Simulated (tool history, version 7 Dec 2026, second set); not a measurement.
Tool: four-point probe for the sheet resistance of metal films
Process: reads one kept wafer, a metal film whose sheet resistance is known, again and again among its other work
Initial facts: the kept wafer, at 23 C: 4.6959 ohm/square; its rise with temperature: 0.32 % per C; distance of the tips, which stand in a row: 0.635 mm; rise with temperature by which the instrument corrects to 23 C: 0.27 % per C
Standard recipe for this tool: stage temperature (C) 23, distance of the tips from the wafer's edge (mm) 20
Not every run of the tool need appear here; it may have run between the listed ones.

run,hour,stage temperature (C),distance of the tips from the wafer's edge (mm),sheet resistance as the instrument gives it (ohm/square)
1,0,23,20,4.72105
2,48.4,24,20,4.723621
3,136.1,24,20,4.724296
4,197.4,24,20,4.725887
5,274.3,24,20,4.725915
# hour 280.3: stage's thermometer calibrated
6,332.1,20,5,4.764215
7,375.3,20,5,4.767168
# hour 418.8: stage's thermometer calibrated, once more
8,432.8,24,3,4.830872
9,515.9,35,53,4.741812
10,583.8,21,7,4.736684

Subtracting, for every run, the result it would have given without the tool's unlogged condition from the measured result gives the following. The same run-to-run variation enters both numbers; the gauge's scatter may not:
Hidden state at play: inner tips' distance over the nominal, %; tips' flats over new ones', %; wafer's true temperature over the reading, C; drift of the gauge itself on sheet_ohm, %.
run,sheet resistance as the instrument gives it (ohm/square)
1,+0.022089
2,+0.022952
3,+0.024548
4,+0.025618
5,+0.027103
6,+0.03394
7,+0.034721
8,+0.022613
9,+0.023713
10,+0.024945
